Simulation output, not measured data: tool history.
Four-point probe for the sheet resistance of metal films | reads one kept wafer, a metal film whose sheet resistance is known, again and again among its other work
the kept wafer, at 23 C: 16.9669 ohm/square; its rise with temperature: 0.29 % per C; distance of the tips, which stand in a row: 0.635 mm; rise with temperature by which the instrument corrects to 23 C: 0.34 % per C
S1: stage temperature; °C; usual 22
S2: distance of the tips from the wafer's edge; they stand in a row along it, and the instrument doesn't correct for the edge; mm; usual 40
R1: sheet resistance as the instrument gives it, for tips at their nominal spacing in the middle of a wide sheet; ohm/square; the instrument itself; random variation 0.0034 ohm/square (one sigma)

Run 1, day 0.000: usual settings. Result: R1 16.936152 ohm/square.
Run 2, day 4.329: usual settings. Result: R1 16.930394 ohm/square.
Run 3, day 8.979: usual settings. Result: R1 16.928209 ohm/square.
Run 4, day 13.379: usual settings. Result: R1 16.929087 ohm/square.
Run 5, day 17.804: usual settings. Result: R1 16.918458 ohm/square.
Run 6, day 20.442: usual settings but S1 29 °C. Result: R1 16.860088 ohm/square.
Run 7, day 23.483: usual settings. Result: R1 16.919763 ohm/square.
Run 8, day 26.458: usual settings. Result: R1 16.917586 ohm/square.
Run 9, day 29.033: usual settings. Result: R1 16.909305 ohm/square.
Run 10, day 32.692: usual settings. Result: R1 16.914256 ohm/square.
Run 11, day 34.754: usual settings but S2 7 mm. Result: R1 16.987591 ohm/square.
Run 12, day 36.817: usual settings. Result: R1 16.912127 ohm/square.
Run 13, day 39.504: usual settings. Result: R1 16.906144 ohm/square.
Run 14, day 41.596: usual settings. Result: R1 16.903656 ohm/square.
Run 15, day 44.838: usual settings but S2 8 mm. Result: R1 16.955520 ohm/square.
Run 16, day 47.662: usual settings but S2 8 mm. Result: R1 16.955158 ohm/square.
Run 17, day 50.004: usual settings but S2 75 mm. Result: R1 16.899117 ohm/square.
At day 50.446: stage's thermometer calibrated.
Run 18, day 53.175: usual settings but S2 4 mm. Result: R1 17.131450 ohm/square.
Run 19, day 55.288: usual settings but S2 4 mm. Result: R1 17.125981 ohm/square.
At day 58.550: stage's thermometer calibrated, once more.
Run 20, day 59.342: usual settings but S2 4 mm. Result: R1 17.092061 ohm/square.
Run 21, day 63.508: usual settings but S2 4 mm. Result: R1 17.087761 ohm/square.
Run 22, day 66.275: usual settings but S1 33 °C, S2 4 mm. Result: R1 16.994284 ohm/square.
Run 23, day 70.471: usual settings but S1 33 °C, S2 4 mm. Result: R1 16.991931 ohm/square.
Run 24, day 73.283: usual settings but S1 29 °C, S2 41 mm. Result: R1 16.798188 ohm/square.
Run 25, day 75.408: usual settings but S1 29 °C, S2 41 mm. Result: R1 16.792076 ohm/square.
Run 26, day 78.588: usual settings but S1 29 °C, S2 41 mm. Result: R1 16.792788 ohm/square.
Run 27, day 82.846: usual settings but S1 32 °C, S2 41 mm. Result: R1 16.760789 ohm/square.
Run 28, day 85.346: usual settings but S1 19 °C, S2 68 mm. Result: R1 16.864674 ohm/square.
Run 29, day 88.188: usual settings but S1 18 °C, S2 9 mm. Result: R1 16.924060 ohm/square.
Run 30, day 91.446: usual settings but S1 18 °C, S2 9 mm. Result: R1 16.913773 ohm/square.
Run 31, day 95.083: usual settings but S1 18 °C, S2 9 mm. Result: R1 16.913981 ohm/square.
Run 32, day 97.883: usual settings but S1 18 °C, S2 9 mm. Result: R1 16.908297 ohm/square.
Run 33, day 101.125: usual settings but S1 32 °C, S2 24 mm. Result: R1 16.760491 ohm/square.
Run 34, day 104.188: usual settings but S1 32 °C, S2 5 mm. Result: R1 16.888709 ohm/square.
Run 35, day 108.496: usual settings but S1 33 °C, S2 4 mm. Result: R1 16.960137 ohm/square.
Run 36, day 111.071: usual settings but S1 33 °C, S2 6 mm. Result: R1 16.834991 ohm/square.
Run 37, day 113.512: usual settings but S1 34 °C, S2 4 mm. Result: R1 16.942120 ohm/square.
Run 38, day 117.696: usual settings but S1 34 °C, S2 26 mm. Result: R1 16.724816 ohm/square.
Run 39, day 120.121: usual settings but S1 29 °C, S2 11 mm. Result: R1 16.783270 ohm/square.
Run 40, day 124.333: usual settings but S1 29 °C, S2 11 mm. Result: R1 16.790273 ohm/square.
Run 41, day 127.392: usual settings but S2 19 mm. Result: R1 16.822588 ohm/square.
Run 42, day 131.438: usual settings but S2 19 mm. Result: R1 16.815577 ohm/square.
Run 43, day 135.550: usual settings but S2 19 mm. Result: R1 16.816940 ohm/square.
Run 44, day 138.738: usual settings but S2 19 mm. Result: R1 16.817772 ohm/square.
Run 45, day 143.029: usual settings but S2 19 mm. Result: R1 16.811193 ohm/square.

Forecast each of these 4 alternatives for the next run:
Run A, day 147.429: usual settings but S1 19 °C, S2 19 mm. Result: R1 ?.
Run B, day 147.429: usual settings but S1 26 °C, S2 70 mm. Result: R1 ?.
Run C, day 147.429: usual settings but S1 21 °C, S2 29 mm. Result: R1 ?.
Run D, day 147.429: usual settings but S1 24 °C. Result: R1 ?.

run         R1
  A  16.835154
  B  16.757725
  C  16.810405
  D  16.779981
Without the tool's hidden state the same runs would have given:
run         R1
  A  17.015775
  B  16.937835
  C  16.990857
  D  16.960241

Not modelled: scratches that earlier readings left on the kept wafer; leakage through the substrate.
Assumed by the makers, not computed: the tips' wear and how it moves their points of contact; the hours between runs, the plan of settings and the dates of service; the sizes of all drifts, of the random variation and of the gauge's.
